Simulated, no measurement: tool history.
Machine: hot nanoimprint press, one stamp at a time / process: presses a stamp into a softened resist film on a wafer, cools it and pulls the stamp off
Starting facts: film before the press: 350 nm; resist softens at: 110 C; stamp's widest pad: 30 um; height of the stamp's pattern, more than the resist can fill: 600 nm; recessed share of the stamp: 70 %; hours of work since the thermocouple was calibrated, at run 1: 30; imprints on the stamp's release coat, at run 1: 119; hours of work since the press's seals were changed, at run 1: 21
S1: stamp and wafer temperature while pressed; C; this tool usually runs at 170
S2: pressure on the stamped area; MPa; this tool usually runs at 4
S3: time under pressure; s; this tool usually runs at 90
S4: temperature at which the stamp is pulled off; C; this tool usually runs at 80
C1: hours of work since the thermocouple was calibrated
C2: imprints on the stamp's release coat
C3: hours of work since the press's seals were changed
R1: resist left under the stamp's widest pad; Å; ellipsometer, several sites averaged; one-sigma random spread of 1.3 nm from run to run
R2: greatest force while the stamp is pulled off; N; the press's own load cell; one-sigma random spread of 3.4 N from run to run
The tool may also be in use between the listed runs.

{"run": 1, "day": 0.0, "S1": 170, "S2": 4, "S3": 90, "S4": 80, "C1": 30, "C2": 119, "C3": 21, "R1": 2002, "R2": 166}
{"run": 2, "day": 0.438, "S1": 170, "S2": 4, "S3": 90, "S4": 80, "C1": 34, "C2": 134, "C3": 26, "R1": 1993, "R2": 168}
{"run": 3, "day": 0.817, "S1": 170, "S2": 4, "S3": 90, "S4": 80, "C1": 38, "C2": 147, "C3": 30, "R1": 1995, "R2": 165}
{"run": 4, "day": 1.142, "S1": 170, "S2": 4, "S3": 90, "S4": 80, "C1": 42, "C2": 158, "C3": 33, "R1": 2016, "R2": 156}
{"run": 5, "day": 1.517, "S1": 170, "S2": 4, "S3": 90, "S4": 80, "C1": 46, "C2": 171, "C3": 37, "R1": 2021, "R2": 161}
{"run": 6, "day": 1.846, "S1": 170, "S2": 4, "S3": 90, "S4": 80, "C1": 49, "C2": 182, "C3": 41, "R1": 2014, "R2": 161}
{"run": 7, "day": 2.3, "S1": 170, "S2": 4, "S3": 90, "S4": 80, "C1": 54, "C2": 197, "C3": 46, "R1": 2015, "R2": 165}
{"run": 8, "day": 2.667, "S1": 170, "S2": 4, "S3": 90, "S4": 80, "C1": 58, "C2": 210, "C3": 50, "R1": 2011, "R2": 162}
{"run": 9, "day": 3.188, "S1": 170, "S2": 4, "S3": 90, "S4": 80, "C1": 64, "C2": 227, "C3": 55, "R1": 2029, "R2": 166}
{"run": 10, "day": 3.475, "S1": 174, "S2": 4, "S3": 90, "S4": 80, "C1": 67, "C2": 237, "C3": 59, "R1": 1779, "R2": 159}
{"run": 11, "day": 3.779, "S1": 174, "S2": 4, "S3": 90, "S4": 80, "C1": 70, "C2": 247, "C3": 62, "R1": 1765, "R2": 153}
{"run": 12, "day": 4.05, "S1": 166, "S2": 4, "S3": 90, "S4": 80, "C1": 73, "C2": 257, "C3": 65, "R1": 2290, "R2": 161}
{"run": 13, "day": 4.583, "S1": 166, "S2": 4, "S3": 90, "S4": 80, "C1": 79, "C2": 275, "C3": 70, "R1": 2293, "R2": 164}
{"run": 14, "day": 5.138, "S1": 166, "S2": 4, "S3": 90, "S4": 80, "C1": 85, "C2": 294, "C3": 76, "R1": 2314, "R2": 167}
{"run": 15, "day": 5.475, "S1": 168, "S2": 4, "S3": 54, "S4": 80, "C1": 88, "C2": 305, "C3": 80, "R1": 2466, "R2": 163}
{"run": 16, "day": 5.912, "S1": 168, "S2": 4, "S3": 159, "S4": 84, "C1": 93, "C2": 320, "C3": 85, "R1": 1758, "R2": 150}
{"run": 17, "day": 6.392, "S1": 168, "S2": 4, "S3": 159, "S4": 84, "C1": 98, "C2": 336, "C3": 90, "R1": 1759, "R2": 148}
{"run": 18, "day": 6.808, "S1": 175, "S2": 3.2, "S3": 159, "S4": 84, "C1": 103, "C2": 350, "C3": 94, "R1": 1484, "R2": 153}
{"run": 19, "day": 7.308, "S1": 174, "S2": 3.2, "S3": 159, "S4": 84, "C1": 108, "C2": 367, "C3": 100, "R1": 1555, "R2": 156}
{"run": 20, "day": 7.85, "S1": 174, "S2": 3.2, "S3": 159, "S4": 84, "C1": 114, "C2": 385, "C3": 106, "R1": 1542, "R2": 158}

For run 21, what comes out?
{"run": 21, "day": 8.225, "S1": 174, "S2": 3.2, "S3": 159, "S4": 84, "C1": 118, "C2": 398, "C3": 110, "R1": "?", "R2": "?"}

For run 21 the tool returned R1 1566 Å, R2 156 N.
If the tool had no hidden condition, the same run with the same run-to-run variation would have returned R1 1567 Å, R2 155 N.

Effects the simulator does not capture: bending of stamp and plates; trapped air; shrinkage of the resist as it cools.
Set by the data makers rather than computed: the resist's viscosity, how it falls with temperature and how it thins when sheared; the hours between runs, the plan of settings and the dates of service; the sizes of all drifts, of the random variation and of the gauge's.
